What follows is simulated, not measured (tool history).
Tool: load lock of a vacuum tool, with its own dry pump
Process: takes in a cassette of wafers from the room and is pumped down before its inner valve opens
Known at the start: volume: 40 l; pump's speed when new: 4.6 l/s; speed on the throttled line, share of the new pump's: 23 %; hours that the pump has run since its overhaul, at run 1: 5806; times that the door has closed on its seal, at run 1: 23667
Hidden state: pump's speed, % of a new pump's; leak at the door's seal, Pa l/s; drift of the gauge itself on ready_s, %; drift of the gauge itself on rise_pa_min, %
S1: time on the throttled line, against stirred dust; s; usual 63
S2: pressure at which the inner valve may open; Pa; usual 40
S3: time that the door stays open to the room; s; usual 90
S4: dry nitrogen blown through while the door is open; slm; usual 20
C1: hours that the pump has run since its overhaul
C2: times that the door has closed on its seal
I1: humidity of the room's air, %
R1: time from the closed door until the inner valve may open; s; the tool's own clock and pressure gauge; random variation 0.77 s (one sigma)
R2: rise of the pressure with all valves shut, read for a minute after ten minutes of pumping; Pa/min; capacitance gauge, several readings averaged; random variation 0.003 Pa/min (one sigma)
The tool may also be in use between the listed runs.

run 1 hour=0 | S1=63 S2=40 S3=90 S4=20 | C1=5806 C2=23667 | I1=46.6 | R1=121.1 R2=0.228
run 2 hour=183.6 | S1=63 S2=40 S3=90 S4=20 | C1=5990 C2=23943 | I1=39.1 | R1=119.9 R2=0.228
run 3 hour=352.6 | S1=63 S2=40 S3=90 S4=20 | C1=6159 C2=24196 | I1=48 | R1=118.9 R2=0.236
run 4 hour=445.4 | S1=63 S2=40 S3=90 S4=20 | C1=6251 C2=24335 | I1=46.2 | R1=119.4 R2=0.235
run 5 hour=656.8 | S1=105 S2=40 S3=90 S4=20 | C1=6463 C2=24652 | I1=46.8 | R1=153.5 R2=0.244
run 6 hour=867.4 | S1=105 S2=40 S3=90 S4=20 | C1=6673 C2=24968 | I1=47.9 | R1=152.1 R2=0.245
run 7 hour=1052.5 | S1=63 S2=40 S3=90 S4=5 | C1=6858 C2=25246 | I1=41.4 | R1=119.1 R2=0.265
run 8 hour=1217.5 | S1=63 S2=40 S3=90 S4=5 | C1=7023 C2=25493 | I1=46.3 | R1=119 R2=0.263
run 9 hour=1322.4 | S1=63 S2=40 S3=90 S4=5 | C1=7128 C2=25650 | I1=47.8 | R1=120.2 R2=0.272
run 10 hour=1419.5 | S1=63 S2=42 S3=90 S4=5 | C1=7225 C2=25796 | I1=45.1 | R1=119.2 R2=0.27
run 11 hour=1598.5 | S1=63 S2=42 S3=90 S4=5 | C1=7404 C2=26065 | I1=41.2 | R1=121.5 R2=0.266
run 12 hour=1755.6 | S1=63 S2=42 S3=90 S4=5 | C1=7562 C2=26300 | I1=47.1 | R1=119.2 R2=0.276
run 13 hour=1887.8 | S1=71 S2=30 S3=218 S4=8 | C1=7694 C2=26498 | I1=47.6 | R1=130.3 R2=0.304
run 14 hour=2068.4 | S1=34 S2=37 S3=90 S4=5 | C1=7874 C2=26769 | I1=43.9 | R1=98.9 R2=0.279
run 15 hour=2171.3 | S1=34 S2=56 S3=230 S4=22 | C1=7977 C2=26924 | I1=47.6 | R1=96.3 R2=0.295
run 16 hour=2272 | S1=89 S2=70 S3=194 S4=12 | C1=8078 C2=27075 | I1=48.9 | R1=135.9 R2=0.306
run 17 hour=2484.4 | S1=63 S2=37 S3=152 S4=20 | C1=8290 C2=27393 | I1=45.8 | R1=121.8 R2=0.278
run 18 hour=2597.1 | S1=62 S2=51 S3=51 S4=4 | C1=8403 C2=27562 | I1=43.9 | R1=118.5 R2=0.27
run 19 hour=2688.7 | S1=97 S2=33 S3=190 S4=4 | C1=8495 C2=27699 | I1=46.2 | R1=148.8 R2=0.322
run 20 hour=2826.4 | S1=97 S2=33 S3=190 S4=4 | C1=8632 C2=27906 | I1=44.8 | R1=149.5 R2=0.324
run 21 hour=2957 | S1=114 S2=50 S3=90 S4=20 | C1=8763 C2=28102 | I1=43.3 | R1=158.7 R2=0.284
run 22 hour=3120.4 | S1=114 S2=33 S3=90 S4=36 | C1=8926 C2=28347 | I1=44.2 | R1=161.7 R2=0.272
run 23 hour=3247.8 | S1=52 S2=39 S3=90 S4=20 | C1=9054 C2=28538 | I1=44.7 | R1=114.4 R2=0.288

4 ways to go on from here, each from the tool as it stands after run 23. What would each give?
run A hour=3417.9 | S1=48 S2=30 S3=192 S4=20 | C1=9224 C2=28793 | I1=45.1 | R1=? R2=?
run B hour=3417.9 | S1=52 S2=72 S3=119 S4=9 | C1=9224 C2=28793 | I1=43.1 | R1=? R2=?
run C hour=3417.9 | S1=52 S2=39 S3=63 S4=22 | C1=9224 C2=28793 | I1=46.5 | R1=? R2=?
run D hour=3417.9 | S1=46 S2=40 S3=107 S4=20 | C1=9224 C2=28793 | I1=46.1 | R1=? R2=?

run=A R1=113.2 R2=0.31
run=B R1=107.6 R2=0.309
run=C R1=114.4 R2=0.275
run=D R1=107.3 R2=0.298
Without the tool's hidden state the same runs would have given:
run=A R1=109 R2=0.074
run=B R1=104.2 R2=0.071
run=C R1=110.6 R2=0.042
run=D R1=103.5 R2=0.062

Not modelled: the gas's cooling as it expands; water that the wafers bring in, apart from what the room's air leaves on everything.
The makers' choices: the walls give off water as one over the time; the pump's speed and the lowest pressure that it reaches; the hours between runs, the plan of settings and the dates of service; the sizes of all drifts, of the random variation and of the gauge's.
